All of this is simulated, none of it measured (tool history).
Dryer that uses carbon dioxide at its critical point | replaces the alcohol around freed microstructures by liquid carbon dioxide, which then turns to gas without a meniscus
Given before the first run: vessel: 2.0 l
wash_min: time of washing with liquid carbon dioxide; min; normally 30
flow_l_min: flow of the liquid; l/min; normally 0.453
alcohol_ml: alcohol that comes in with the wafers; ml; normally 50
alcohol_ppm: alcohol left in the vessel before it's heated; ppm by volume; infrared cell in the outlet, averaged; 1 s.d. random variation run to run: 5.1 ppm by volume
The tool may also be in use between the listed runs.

Run 1, hour 0: usual settings. Result: alcohol_ppm 150 ppm by volume.
Run 2, hour 56.7: usual settings. Result: alcohol_ppm 189 ppm by volume.
At hour 71.3: inlet filter changed.
Run 3, hour 115: usual settings. Result: alcohol_ppm 99 ppm by volume.
Run 4, hour 170.5: usual settings. Result: alcohol_ppm 122 ppm by volume.
Run 5, hour 215.8: usual settings. Result: alcohol_ppm 154 ppm by volume.
Run 6, hour 254.4: usual settings. Result: alcohol_ppm 189 ppm by volume.
Run 7, hour 283.7: usual settings. Result: alcohol_ppm 203 ppm by volume.
At hour 315: inlet filter changed.
Run 8, hour 326.8: usual settings but flow_l_min 0.352 l/min. Result: alcohol_ppm 276 ppm by volume.
Run 9, hour 389.3: usual settings but flow_l_min 0.352 l/min. Result: alcohol_ppm 329 ppm by volume.
Run 10, hour 435: usual settings. Result: alcohol_ppm 174 ppm by volume.
Run 11, hour 487.4: usual settings. Result: alcohol_ppm 201 ppm by volume.
Run 12, hour 541.2: usual settings. Result: alcohol_ppm 240 ppm by volume.
At hour 557: inlet filter changed.
Run 13, hour 578.4: usual settings. Result: alcohol_ppm 167 ppm by volume.
Run 14, hour 626.5: usual settings. Result: alcohol_ppm 189 ppm by volume.
Run 15, hour 685: usual settings. Result: alcohol_ppm 211 ppm by volume.
Run 16, hour 743.7: usual settings. Result: alcohol_ppm 251 ppm by volume.

Run 17 comes next. What will it give?
At hour 798.5: inlet filter changed.
Run 17, hour 800.8: usual settings but wash_min 27 min, flow_l_min 0.485 l/min, alcohol_ml 116 ml. Result: alcohol_ppm ?.

alcohol_ppm: 304 ppm by volume
The same run, on a tool lacking any hidden state, would have yielded alcohol_ppm 160 ppm by volume.
